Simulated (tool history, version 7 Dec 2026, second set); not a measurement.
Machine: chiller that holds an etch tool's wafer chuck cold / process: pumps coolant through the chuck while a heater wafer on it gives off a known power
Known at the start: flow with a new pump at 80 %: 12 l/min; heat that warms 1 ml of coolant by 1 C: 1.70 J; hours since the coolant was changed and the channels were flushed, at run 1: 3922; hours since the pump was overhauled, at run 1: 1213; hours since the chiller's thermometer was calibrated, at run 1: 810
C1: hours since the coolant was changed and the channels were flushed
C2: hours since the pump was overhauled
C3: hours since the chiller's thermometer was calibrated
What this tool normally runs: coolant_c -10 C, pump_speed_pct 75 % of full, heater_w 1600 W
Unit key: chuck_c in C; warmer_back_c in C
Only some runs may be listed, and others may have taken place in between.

{"run": 1, "hour": 0.0, "coolant_c": -10, "pump_speed_pct": 75, "heater_w": 1600, "C1": 3922, "C2": 1213, "C3": 810, "chuck_c": 4.3, "warmer_back_c": 4.92}
{"run": 2, "hour": 39.4, "coolant_c": -7, "pump_speed_pct": 75, "heater_w": 1600, "C1": 3962, "C2": 1252, "C3": 850, "chuck_c": 7.3, "warmer_back_c": 4.97}
{"run": 3, "hour": 77.6, "coolant_c": -7, "pump_speed_pct": 75, "heater_w": 855, "C1": 4000, "C2": 1291, "C3": 888, "chuck_c": 0.8, "warmer_back_c": 2.68}
{"run": 4, "hour": 116.2, "coolant_c": -7, "pump_speed_pct": 75, "heater_w": 855, "C1": 4039, "C2": 1329, "C3": 926, "chuck_c": 0.7, "warmer_back_c": 2.65}
{"run": 5, "hour": 153.0, "coolant_c": -10, "pump_speed_pct": 75, "heater_w": 1600, "C1": 4075, "C2": 1366, "C3": 963, "chuck_c": 4.5, "warmer_back_c": 4.97}
{"run": 6, "hour": 183.8, "coolant_c": -10, "pump_speed_pct": 75, "heater_w": 1600, "C1": 4106, "C2": 1397, "C3": 994, "chuck_c": 4.5, "warmer_back_c": 4.97}
{"run": 7, "hour": 229.2, "coolant_c": -10, "pump_speed_pct": 75, "heater_w": 1600, "C1": 4152, "C2": 1442, "C3": 1039, "chuck_c": 4.4, "warmer_back_c": 4.91}
{"run": 8, "hour": 256.4, "coolant_c": -10, "pump_speed_pct": 75, "heater_w": 1600, "C1": 4179, "C2": 1469, "C3": 1067, "chuck_c": 4.3, "warmer_back_c": 4.89}
{"run": 9, "hour": 293.8, "coolant_c": -10, "pump_speed_pct": 75, "heater_w": 1600, "C1": 4216, "C2": 1507, "C3": 1104, "chuck_c": 4.4, "warmer_back_c": 4.98}
{"run": 10, "hour": 337.7, "coolant_c": -10, "pump_speed_pct": 75, "heater_w": 1600, "C1": 4260, "C2": 1551, "C3": 1148, "chuck_c": 4.5, "warmer_back_c": 4.87}
{"run": 11, "hour": 362.7, "coolant_c": -10, "pump_speed_pct": 75, "heater_w": 1600, "C1": 4285, "C2": 1576, "C3": 1173, "chuck_c": 4.5, "warmer_back_c": 4.93}
{"run": 12, "hour": 395.3, "coolant_c": -10, "pump_speed_pct": 75, "heater_w": 1600, "C1": 4318, "C2": 1608, "C3": 1206, "chuck_c": 4.5, "warmer_back_c": 4.87}
{"run": 13, "hour": 425.4, "coolant_c": -10, "pump_speed_pct": 75, "heater_w": 1600, "C1": 4348, "C2": 1638, "C3": 1236, "chuck_c": 4.5, "warmer_back_c": 4.88}
{"run": 14, "hour": 455.2, "coolant_c": -10, "pump_speed_pct": 75, "heater_w": 1600, "C1": 4378, "C2": 1668, "C3": 1265, "chuck_c": 4.5, "warmer_back_c": 4.95}
{"run": 15, "hour": 502.7, "coolant_c": -10, "pump_speed_pct": 75, "heater_w": 1600, "C1": 4425, "C2": 1716, "C3": 1313, "chuck_c": 4.4, "warmer_back_c": 4.8}
{"run": 16, "hour": 525.8, "coolant_c": -10, "pump_speed_pct": 75, "heater_w": 842, "C1": 4448, "C2": 1739, "C3": 1336, "chuck_c": -2.5, "warmer_back_c": 2.5}

Expected results for the next run?
{"run": 17, "hour": 570.4, "coolant_c": -10, "pump_speed_pct": 75, "heater_w": 842, "C1": 4493, "C2": 1783, "C3": 1381, "chuck_c": "?", "warmer_back_c": "?"}

chuck_c: -2.4 C
warmer_back_c: 2.51 C
Were there no unlogged condition in the tool, this run, its random variation unchanged, would have produced chuck_c -2.4 C, warmer_back_c 2.67 C.
